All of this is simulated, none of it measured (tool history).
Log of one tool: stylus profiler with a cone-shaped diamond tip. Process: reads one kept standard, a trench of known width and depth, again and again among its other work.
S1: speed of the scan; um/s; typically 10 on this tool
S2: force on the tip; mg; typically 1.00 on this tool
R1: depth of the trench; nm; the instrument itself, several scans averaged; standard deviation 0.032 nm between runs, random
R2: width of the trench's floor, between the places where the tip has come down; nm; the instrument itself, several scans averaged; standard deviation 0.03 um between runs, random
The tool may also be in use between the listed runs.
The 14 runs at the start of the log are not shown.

{"run": 15, "hour": 286.6, "S1": 3, "S2": 1.0, "R1": 100.65, "R2": 18090}
{"run": 16, "hour": 319.3, "S1": 10, "S2": 1.1, "R1": 100.71, "R2": 17970}
{"hour": 322.0, "done": "height scale calibrated on a step standard"}
{"run": 17, "hour": 343.7, "S1": 5, "S2": 1.1, "R1": 100.7, "R2": 18020}
{"run": 18, "hour": 366.9, "S1": 4, "S2": 0.53, "R1": 100.55, "R2": 18040}
{"run": 19, "hour": 395.7, "S1": 4, "S2": 0.53, "R1": 100.51, "R2": 17990}
{"run": 20, "hour": 418.5, "S1": 8, "S2": 0.53, "R1": 100.52, "R2": 17920}
{"run": 21, "hour": 435.0, "S1": 26, "S2": 0.6, "R1": 100.54, "R2": 17800}
{"run": 22, "hour": 448.6, "S1": 8, "S2": 0.37, "R1": 100.48, "R2": 17960}
{"run": 23, "hour": 477.4, "S1": 7, "S2": 1.0, "R1": 100.67, "R2": 17940}
{"run": 24, "hour": 492.5, "S1": 7, "S2": 1.0, "R1": 100.7, "R2": 17980}
{"hour": 498.2, "done": "height scale calibrated on a step standard, once more"}
{"run": 25, "hour": 523.6, "S1": 7, "S2": 1.0, "R1": 100.51, "R2": 17930}
{"run": 26, "hour": 540.8, "S1": 37, "S2": 1.0, "R1": 100.5, "R2": 17750}
{"run": 27, "hour": 560.8, "S1": 37, "S2": 1.0, "R1": 100.5, "R2": 17730}
{"run": 28, "hour": 579.1, "S1": 5, "S2": 0.53, "R1": 100.36, "R2": 17890}
{"run": 29, "hour": 599.6, "S1": 5, "S2": 0.53, "R1": 100.34, "R2": 17920}
{"run": 30, "hour": 625.0, "S1": 5, "S2": 0.53, "R1": 100.4, "R2": 17860}

Here are 5 independent what-if runs from the current tool condition. What would each one return?
{"run": "A", "hour": 651.2, "S1": 27, "S2": 0.44, "R1": "?", "R2": "?"}
{"run": "B", "hour": 651.2, "S1": 11, "S2": 0.92, "R1": "?", "R2": "?"}
{"run": "C", "hour": 651.2, "S1": 17, "S2": 0.39, "R1": "?", "R2": "?"}
{"run": "D", "hour": 651.2, "S1": 12, "S2": 0.39, "R1": "?", "R2": "?"}
{"run": "E", "hour": 651.2, "S1": 11, "S2": 0.6, "R1": "?", "R2": "?"}

run=A R1=100.29 R2=17610
run=B R1=100.50 R2=17850
run=C R1=100.22 R2=17660
run=D R1=100.24 R2=17820
run=E R1=100.33 R2=17870
Stripped of hidden state, with their random variation kept, the same runs would have yielded:
run=A R1=100.29 R2=18460
run=B R1=100.49 R2=18690
run=C R1=100.22 R2=18500
run=D R1=100.24 R2=18660
run=E R1=100.32 R2=18710

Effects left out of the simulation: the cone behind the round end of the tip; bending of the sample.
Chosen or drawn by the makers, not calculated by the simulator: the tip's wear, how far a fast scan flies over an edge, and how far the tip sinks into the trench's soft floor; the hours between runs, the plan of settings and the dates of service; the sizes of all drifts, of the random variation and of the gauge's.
